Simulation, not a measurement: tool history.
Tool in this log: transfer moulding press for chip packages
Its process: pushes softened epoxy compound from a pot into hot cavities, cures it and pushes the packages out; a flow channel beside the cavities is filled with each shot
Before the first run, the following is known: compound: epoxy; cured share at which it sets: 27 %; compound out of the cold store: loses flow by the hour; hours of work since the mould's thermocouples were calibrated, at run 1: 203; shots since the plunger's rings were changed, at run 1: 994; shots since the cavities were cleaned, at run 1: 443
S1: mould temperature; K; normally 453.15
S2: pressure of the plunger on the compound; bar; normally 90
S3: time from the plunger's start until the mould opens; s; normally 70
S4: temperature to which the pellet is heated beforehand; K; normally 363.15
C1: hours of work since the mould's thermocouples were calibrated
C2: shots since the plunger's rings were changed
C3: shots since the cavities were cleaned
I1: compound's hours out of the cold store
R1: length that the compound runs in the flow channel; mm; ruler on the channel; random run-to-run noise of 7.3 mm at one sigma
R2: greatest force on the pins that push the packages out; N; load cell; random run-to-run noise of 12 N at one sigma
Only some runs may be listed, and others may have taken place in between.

Run 1, hour 0: usual settings; C1 203; C2 994; C3 443; I1 31.1. Result: R1 803 mm, R2 1004 N.
Run 2, hour 28.2: usual settings; C1 215; C2 1293; C3 742; I1 36.2. Result: R1 782 mm, R2 1115 N.
At hour 64.4: cavities cleaned with cleaning compound and waxed.
Run 3, hour 66.5: usual settings; C1 230; C2 1684; C3 22; I1 19. Result: R1 835 mm, R2 1651 N.
Run 4, hour 85.8: usual settings; C1 238; C2 1889; C3 227; I1 18.8. Result: R1 818 mm, R2 1569 N.
Run 5, hour 121.7: usual settings but S4 358.15 K; C1 253; C2 2271; C3 609; I1 25.8. Result: R1 794 mm, R2 1405 N.
Run 6, hour 158.7: usual settings but S4 358.15 K; C1 269; C2 2664; C3 1002; I1 35.8. Result: R1 752 mm, R2 1381 N.
At hour 170.1: cavities cleaned with cleaning compound and waxed.
Run 7, hour 183.4: usual settings but S4 358.15 K; C1 279; C2 2910; C3 142; I1 25. Result: R1 793 mm, R2 752 N.
Run 8, hour 201.3: usual settings but S4 358.15 K; C1 286; C2 3100; C3 332; I1 19.6. Result: R1 811 mm, R2 943 N.
Run 9, hour 231.6: usual settings but S4 358.15 K; C1 299; C2 3422; C3 654; I1 34.6. Result: R1 743 mm, R2 1087 N.
At hour 242.7: cavities cleaned with cleaning compound and waxed, once more.
Run 10, hour 251.1: usual settings but S4 358.15 K; C1 307; C2 3613; C3 90; I1 36.5. Result: R1 734 mm, R2 706 N.
Run 11, hour 272.3: usual settings but S4 358.15 K; C1 316; C2 3838; C3 315; I1 41.7. Result: R1 727 mm, R2 834 N.
Run 12, hour 294.4: usual settings but S3 53 s; C1 325; C2 4072; C3 549; I1 31.5. Result: R1 760 mm, R2 2036 N.
Run 13, hour 320.1: usual settings; C1 336; C2 4345; C3 822; I1 27.5. Result: R1 764 mm, R2 1096 N.
Run 14, hour 339.7: usual settings; C1 344; C2 4554; C3 1031; I1 47.1. Result: R1 690 mm, R2 1146 N.
At hour 348.4: cavities cleaned with cleaning compound and waxed.
Run 15, hour 365.5: usual settings but S3 55 s, S4 358.15 K; C1 354; C2 4812; C3 181; I1 40.5. Result: R1 710 mm, R2 1425 N.
At hour 387.1: plunger's sealing rings changed.
Run 16, hour 389.8: usual settings but S2 82.1 bar; C1 363; C2 29; C3 413; I1 28.5. Result: R1 788 mm, R2 954 N.
Run 17, hour 415.5: usual settings; C1 374; C2 302; C3 686; I1 42. Result: R1 786 mm, R2 1050 N.
Run 18, hour 441.2: usual settings; C1 385; C2 574; C3 958; I1 17.4. Result: R1 861 mm, R2 1248 N.
At hour 457.5: cavities cleaned with cleaning compound and waxed.
Run 19, hour 477.9: usual settings but S4 354.15 K; C1 400; C2 949; C3 217; I1 17.5. Result: R1 840 mm, R2 872 N.
Run 20, hour 504.6: usual settings but S4 370.15 K; C1 411; C2 1232; C3 500; I1 26.6. Result: R1 815 mm, R2 943 N.
Run 21, hour 529: usual settings but S1 458.15 K, S4 355.15 K; C1 421; C2 1491; C3 759; I1 30.9. Result: R1 789 mm, R2 883 N.
Run 22, hour 553.9: usual settings but S1 458.15 K, S4 355.15 K; C1 432; C2 1755; C3 1023; I1 29.6. Result: R1 788 mm, R2 929 N.
At hour 564.9: cavities cleaned with cleaning compound and waxed.
Run 23, hour 586: usual settings but S3 97 s; C1 445; C2 2081; C3 225; I1 29.7. Result: R1 794 mm, R2 505 N.
Run 24, hour 621.2: usual settings but S3 97 s, S4 370.15 K; C1 460; C2 2454; C3 598; I1 12.3. Result: R1 856 mm, R2 645 N.
Run 25, hour 637.2: usual settings but S1 445.15 K, S3 97 s, S4 370.15 K; C1 466; C2 2625; C3 769; I1 35.7. Result: R1 785 mm, R2 841 N.
At hour 671.8: cavities cleaned with cleaning compound and waxed.
Run 26, hour 672.7: usual settings but S1 445.15 K, S3 97 s, S4 370.15 K; C1 481; C2 2985; C3 9; I1 40.7. Result: R1 751 mm, R2 457 N.
Run 27, hour 695.2: usual settings but S1 448.15 K, S3 97 s, S4 370.15 K; C1 490; C2 3225; C3 249; I1 19.4. Result: R1 825 mm, R2 559 N.
Run 28, hour 723: usual settings but S1 448.15 K, S3 97 s, S4 370.15 K; C1 502; C2 3520; C3 544; I1 22.6. Result: R1 824 mm, R2 668 N.

Here are 4 independent what-if runs from the current tool condition. What would each one return?
Run A, hour 755.1: usual settings but S1 448.15 K, S2 74.9 bar, S3 55 s, S4 371.15 K; C1 515; C2 3861; C3 885; I1 19.8. Result: R1 ?, R2 ?.
Run B, hour 755.1: usual settings but S3 85 s, S4 359.15 K; C1 515; C2 3861; C3 885; I1 30.9. Result: R1 ?, R2 ?.
Run C, hour 755.1: usual settings but S1 455.15 K, S2 75 bar, S3 97 s, S4 370.15 K; C1 515; C2 3861; C3 885; I1 40.6. Result: R1 ?, R2 ?.
Run D, hour 755.1: usual settings but S1 458.15 K, S3 51 s, S4 368.15 K; C1 515; C2 3861; C3 885; I1 31. Result: R1 ?, R2 ?.

run   R1    R2
  A  733  2730
  B  765   823
  C  658   680
  D  756  1991
Without the tool's hidden state the same runs would have given:
run   R1    R2
  A  786  1319
  B  820   401
  C  706   339
  D  811   946

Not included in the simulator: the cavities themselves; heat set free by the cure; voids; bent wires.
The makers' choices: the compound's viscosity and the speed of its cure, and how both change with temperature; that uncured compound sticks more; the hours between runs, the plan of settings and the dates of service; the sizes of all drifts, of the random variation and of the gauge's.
